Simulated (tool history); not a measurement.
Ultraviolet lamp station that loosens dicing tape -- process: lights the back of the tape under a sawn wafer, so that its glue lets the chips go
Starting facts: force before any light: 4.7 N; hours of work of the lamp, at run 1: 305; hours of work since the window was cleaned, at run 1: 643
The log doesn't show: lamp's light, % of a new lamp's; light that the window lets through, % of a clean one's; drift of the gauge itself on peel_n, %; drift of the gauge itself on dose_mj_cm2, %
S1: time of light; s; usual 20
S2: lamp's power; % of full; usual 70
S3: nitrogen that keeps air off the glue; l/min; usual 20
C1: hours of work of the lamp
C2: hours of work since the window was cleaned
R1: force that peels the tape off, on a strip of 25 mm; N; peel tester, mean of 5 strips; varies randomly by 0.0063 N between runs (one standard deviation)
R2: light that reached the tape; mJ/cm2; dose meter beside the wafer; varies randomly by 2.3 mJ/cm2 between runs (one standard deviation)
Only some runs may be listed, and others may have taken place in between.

{"run": 1, "hour": 0.0, "S1": 20, "S2": 70, "S3": 20, "C1": 305, "C2": 643, "R1": 0.272, "R2": 175}
{"run": 2, "hour": 39.8, "S1": 20, "S2": 70, "S3": 20, "C1": 335, "C2": 673, "R1": 0.299, "R2": 174}
{"hour": 69.4, "done": "window cleaned of glue's vapour"}
{"run": 3, "hour": 71.6, "S1": 18, "S2": 70, "S3": 20, "C1": 359, "C2": 2, "R1": 0.406, "R2": 154}
{"run": 4, "hour": 99.5, "S1": 18, "S2": 70, "S3": 20, "C1": 381, "C2": 23, "R1": 0.38, "R2": 152}
{"run": 5, "hour": 132.5, "S1": 18, "S2": 70, "S3": 20, "C1": 406, "C2": 49, "R1": 0.407, "R2": 143}
{"run": 6, "hour": 169.5, "S1": 20, "S2": 76, "S3": 20, "C1": 435, "C2": 77, "R1": 0.294, "R2": 168}
{"run": 7, "hour": 196.3, "S1": 20, "S2": 63, "S3": 20, "C1": 455, "C2": 98, "R1": 0.44, "R2": 135}
{"hour": 212.0, "done": "window cleaned of glue's vapour, once more"}
{"run": 8, "hour": 231.9, "S1": 20, "S2": 63, "S3": 20, "C1": 482, "C2": 15, "R1": 0.327, "R2": 166}
{"run": 9, "hour": 273.7, "S1": 20, "S2": 70, "S3": 6, "C1": 515, "C2": 47, "R1": 0.673, "R2": 177}
{"run": 10, "hour": 295.9, "S1": 20, "S2": 70, "S3": 20, "C1": 532, "C2": 65, "R1": 0.299, "R2": 178}
{"run": 11, "hour": 339.7, "S1": 20, "S2": 70, "S3": 20, "C1": 565, "C2": 98, "R1": 0.288, "R2": 172}
{"run": 12, "hour": 378.6, "S1": 20, "S2": 70, "S3": 20, "C1": 595, "C2": 128, "R1": 0.317, "R2": 164}
{"run": 13, "hour": 407.6, "S1": 20, "S2": 70, "S3": 20, "C1": 618, "C2": 151, "R1": 0.319, "R2": 165}
{"run": 14, "hour": 440.8, "S1": 20, "S2": 70, "S3": 20, "C1": 643, "C2": 176, "R1": 0.317, "R2": 165}
{"run": 15, "hour": 462.8, "S1": 16, "S2": 79, "S3": 11, "C1": 660, "C2": 193, "R1": 0.588, "R2": 145}
{"run": 16, "hour": 489.7, "S1": 25, "S2": 70, "S3": 11, "C1": 681, "C2": 214, "R1": 0.351, "R2": 200}
{"run": 17, "hour": 524.8, "S1": 20, "S2": 85, "S3": 20, "C1": 708, "C2": 241, "R1": 0.25, "R2": 189}
{"run": 18, "hour": 569.2, "S1": 20, "S2": 70, "S3": 19, "C1": 742, "C2": 275, "R1": 0.396, "R2": 155}
{"run": 19, "hour": 600.7, "S1": 18, "S2": 70, "S3": 19, "C1": 766, "C2": 299, "R1": 0.492, "R2": 130}

The same runs without the tool's hidden state, with the same run-to-run variation:
run=1 R1=0.188 R2=217
run=2 R1=0.202 R2=219
run=3 R1=0.237 R2=203
run=4 R1=0.215 R2=202
run=5 R1=0.227 R2=196
run=6 R1=0.173 R2=234
run=7 R1=0.237 R2=191
run=8 R1=0.224 R2=203
run=9 R1=0.452 R2=221
run=10 R1=0.205 R2=224
run=11 R1=0.187 R2=221
run=12 R1=0.201 R2=215
run=13 R1=0.194 R2=219
run=14 R1=0.190 R2=221
run=15 R1=0.330 R2=197
run=16 R1=0.201 R2=274
run=17 R1=0.159 R2=264
run=18 R1=0.215 R2=220
run=19 R1=0.247 R2=190
